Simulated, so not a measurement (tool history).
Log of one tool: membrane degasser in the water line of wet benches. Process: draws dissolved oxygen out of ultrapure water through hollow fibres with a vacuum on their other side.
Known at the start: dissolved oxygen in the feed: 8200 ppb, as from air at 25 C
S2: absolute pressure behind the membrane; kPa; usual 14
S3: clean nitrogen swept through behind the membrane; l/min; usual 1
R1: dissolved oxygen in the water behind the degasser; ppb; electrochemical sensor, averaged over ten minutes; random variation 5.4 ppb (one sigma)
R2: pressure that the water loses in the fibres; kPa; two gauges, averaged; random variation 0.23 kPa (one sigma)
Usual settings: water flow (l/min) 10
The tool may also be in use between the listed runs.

{"run": 1, "hour": 0.0, "water flow (l/min)": 10, "S2": 14, "S3": 1, "R1": 569.3, "R2": 57.31}
{"run": 2, "hour": 68.8, "water flow (l/min)": 10, "S2": 14, "S3": 1, "R1": 567.9, "R2": 56.89}
{"run": 3, "hour": 118.5, "water flow (l/min)": 10, "S2": 14, "S3": 1, "R1": 574.8, "R2": 57.42}
{"run": 4, "hour": 183.5, "water flow (l/min)": 10, "S2": 14, "S3": 1.24, "R1": 535, "R2": 57.2}
{"run": 5, "hour": 271.6, "water flow (l/min)": 10, "S2": 14, "S3": 1.71, "R1": 486.7, "R2": 57.44}
{"run": 6, "hour": 330.4, "water flow (l/min)": 10, "S2": 14, "S3": 1, "R1": 579, "R2": 57.61}
{"hour": 340.2, "done": "seals of the vacuum lines changed"}
{"run": 7, "hour": 404.3, "water flow (l/min)": 10, "S2": 14, "S3": 1, "R1": 571.4, "R2": 57.33}
{"run": 8, "hour": 442.2, "water flow (l/min)": 7, "S2": 15.1, "S3": 0.92, "R1": 326.6, "R2": 40.29}
{"run": 9, "hour": 503.7, "water flow (l/min)": 7, "S2": 15.1, "S3": 0.92, "R1": 322.6, "R2": 40.59}
{"run": 10, "hour": 578.9, "water flow (l/min)": 7, "S2": 15.8, "S3": 1.82, "R1": 237.8, "R2": 40.45}
{"run": 11, "hour": 615.0, "water flow (l/min)": 13, "S2": 25.9, "S3": 2.69, "R1": 840.4, "R2": 74.67}
{"run": 12, "hour": 668.7, "water flow (l/min)": 13, "S2": 25.9, "S3": 2.69, "R1": 845.3, "R2": 75}
{"run": 13, "hour": 709.4, "water flow (l/min)": 9, "S2": 25.9, "S3": 1.38, "R1": 589.7, "R2": 52.24}

5 ways to go on from here, each from the tool as it stands after run 13. What would each give?
{"run": "A", "hour": 784.0, "water flow (l/min)": 9, "S2": 25.9, "S3": 0.41, "R1": "?", "R2": "?"}
{"run": "B", "hour": 784.0, "water flow (l/min)": 13, "S2": 10.3, "S3": 0.83, "R1": "?", "R2": "?"}
{"run": "C", "hour": 784.0, "water flow (l/min)": 10, "S2": 20.9, "S3": 1.2, "R1": "?", "R2": "?"}
{"run": "D", "hour": 784.0, "water flow (l/min)": 7, "S2": 25.9, "S3": 1.38, "R1": "?", "R2": "?"}
{"run": "E", "hour": 784.0, "water flow (l/min)": 12, "S2": 15.5, "S3": 0.63, "R1": "?", "R2": "?"}

run=A R1=1192.3 R2=51.38
run=B R1=842 R2=74.71
run=C R1=669 R2=58.08
run=D R1=393.2 R2=40.56
run=E R1=956.5 R2=69.85
Without the tool's hidden state the same runs would have given:
run=A R1=1169.2 R2=50
run=B R1=798.7 R2=72.72
run=C R1=640 R2=56.54
run=D R1=378.9 R2=39.49
run=E R1=919.5 R2=68
